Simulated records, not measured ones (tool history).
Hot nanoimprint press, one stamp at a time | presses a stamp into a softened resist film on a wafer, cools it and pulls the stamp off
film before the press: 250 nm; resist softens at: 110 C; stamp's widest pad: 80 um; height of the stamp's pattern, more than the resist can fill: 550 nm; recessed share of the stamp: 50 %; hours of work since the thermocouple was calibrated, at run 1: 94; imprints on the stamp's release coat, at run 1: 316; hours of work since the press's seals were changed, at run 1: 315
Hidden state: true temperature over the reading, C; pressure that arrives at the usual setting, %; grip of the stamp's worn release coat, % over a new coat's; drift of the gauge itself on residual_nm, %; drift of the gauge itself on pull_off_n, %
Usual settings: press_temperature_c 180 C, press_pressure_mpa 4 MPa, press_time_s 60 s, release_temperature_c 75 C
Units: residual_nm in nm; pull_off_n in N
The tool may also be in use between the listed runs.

run	hour	press_temperature_c	press_pressure_mpa	press_time_s	release_temperature_c	hours of work since the thermocouple was calibrated	imprints on the stamp's release coat	hours of work since the press's seals were changed	residual_nm	pull_off_n
1	0	180	4	60	75	94	316	315	123.9	232
2	74.7	180	4	60	75	141	617	362	123.5	237
3	148.8	180	4	60	75	188	916	409	123.5	253
# hour 208.9: stamp cleaned and given a new release coat
4	211.5	180	4	60	75	223	11	445	123	221
5	258.7	180	4	60	75	253	201	474	122.8	220
6	318.3	180	4	60	75	291	441	512	122.4	233
7	391.3	180	4	60	75	337	735	558	122.1	239
8	424.4	192	4	43	75	357	868	579	100.1	250
9	457.4	172	4	60	75	378	1002	600	151.7	250
# hour 500.6: stamp cleaned and given a new release coat
10	528.4	189	5.31	31	73	419	113	641	109.5	234
11	596.5	176	4	111	67	462	387	684	107.7	270
12	646.9	179	5.82	36	71	494	590	715	130.3	259

The same runs without the tool's hidden state, with the same run-to-run variation:
run	residual_nm	pull_off_n
1	123.3	223
2	123.3	218
3	123.6	223
4	123.4	224
5	123.5	217
6	123.3	222
7	123.3	219
8	100.9	225
9	153.8	221
10	110	237
11	110.1	262
12	131.6	245
